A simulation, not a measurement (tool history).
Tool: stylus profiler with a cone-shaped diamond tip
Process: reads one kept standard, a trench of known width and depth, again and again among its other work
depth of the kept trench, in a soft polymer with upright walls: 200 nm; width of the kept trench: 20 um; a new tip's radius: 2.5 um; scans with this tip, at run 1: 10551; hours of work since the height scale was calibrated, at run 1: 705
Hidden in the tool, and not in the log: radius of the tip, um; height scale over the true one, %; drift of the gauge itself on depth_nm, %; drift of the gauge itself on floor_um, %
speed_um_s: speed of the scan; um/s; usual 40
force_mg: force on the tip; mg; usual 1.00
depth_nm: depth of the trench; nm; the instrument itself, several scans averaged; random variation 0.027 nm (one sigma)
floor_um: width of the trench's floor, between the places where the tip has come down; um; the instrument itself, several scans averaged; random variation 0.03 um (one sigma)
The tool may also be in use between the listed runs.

| run | hour | speed_um_s | force_mg | scans with this tip | hours of work since the height scale was calibrated | depth_nm | floor_um |
|---|---|---|---|---|---|---|---|
| 1 | 0.0 | 40 | 1.00 | 10551 | 705 | 201.21 | 17.77 |
| 2 | 86.4 | 40 | 1.00 | 10867 | 754 | 201.14 | 17.72 |
| 3 | 178.5 | 40 | 1.00 | 11204 | 806 | 201.18 | 17.74 |
| 4 | 238.0 | 40 | 1.00 | 11421 | 839 | 201.21 | 17.76 |
|  | 256.4 | height scale calibrated on a step standard |
| 5 | 354.0 | 40 | 1.00 | 11844 | 55 | 201.16 | 17.73 |
| 6 | 437.3 | 40 | 1.00 | 12149 | 102 | 201.20 | 17.74 |
| 7 | 540.9 | 40 | 0.63 | 12528 | 161 | 200.90 | 17.68 |
| 8 | 652.3 | 40 | 1.00 | 12936 | 223 | 201.17 | 17.74 |
| 9 | 713.7 | 40 | 1.00 | 13160 | 258 | 201.19 | 17.75 |
| 10 | 812.6 | 40 | 1.00 | 13522 | 314 | 201.21 | 17.71 |
| 11 | 866.4 | 40 | 1.00 | 13719 | 344 | 201.16 | 17.71 |
| 12 | 934.4 | 36 | 2.23 | 13968 | 383 | 201.99 | 17.77 |
| 13 | 1004.6 | 36 | 2.23 | 14225 | 422 | 202.01 | 17.79 |
| 14 | 1058.1 | 59 | 2.61 | 14420 | 452 | 202.22 | 17.74 |
| 15 | 1126.0 | 59 | 2.61 | 14669 | 491 | 202.22 | 17.78 |
| 16 | 1246.2 | 28 | 2.29 | 15109 | 559 | 202.06 | 17.84 |
| 17 | 1306.8 | 11 | 1.41 | 15330 | 593 | 201.51 | 17.89 |
|  | 1319.5 | new tip fitted, height scale calibrated |
| 18 | 1386.9 | 32 | 0.44 | 246 | 38 | 200.69 | 17.72 |
| 19 | 1473.8 | 32 | 0.44 | 564 | 87 | 200.66 | 17.70 |

3 ways to go on from here, each from the tool as it stands after run 19. What would each give?
| A | 1566.2 | 32 | 0.68 | 902 | 139 | ? | ? |
| B | 1566.2 | 55 | 0.48 | 902 | 139 | ? | ? |
| C | 1566.2 | 32 | 0.68 | 902 | 139 | ? | ? |

| run | depth_nm | floor_um |
|---|---|---|
| A | 200.92 | 17.76 |
| B | 200.71 | 17.42 |
| C | 200.92 | 17.84 |
Without the tool's hidden state the same runs would have given:
| run | depth_nm | floor_um |
|---|---|---|
| A | 200.92 | 17.77 |
| B | 200.71 | 17.43 |
| C | 200.92 | 17.84 |
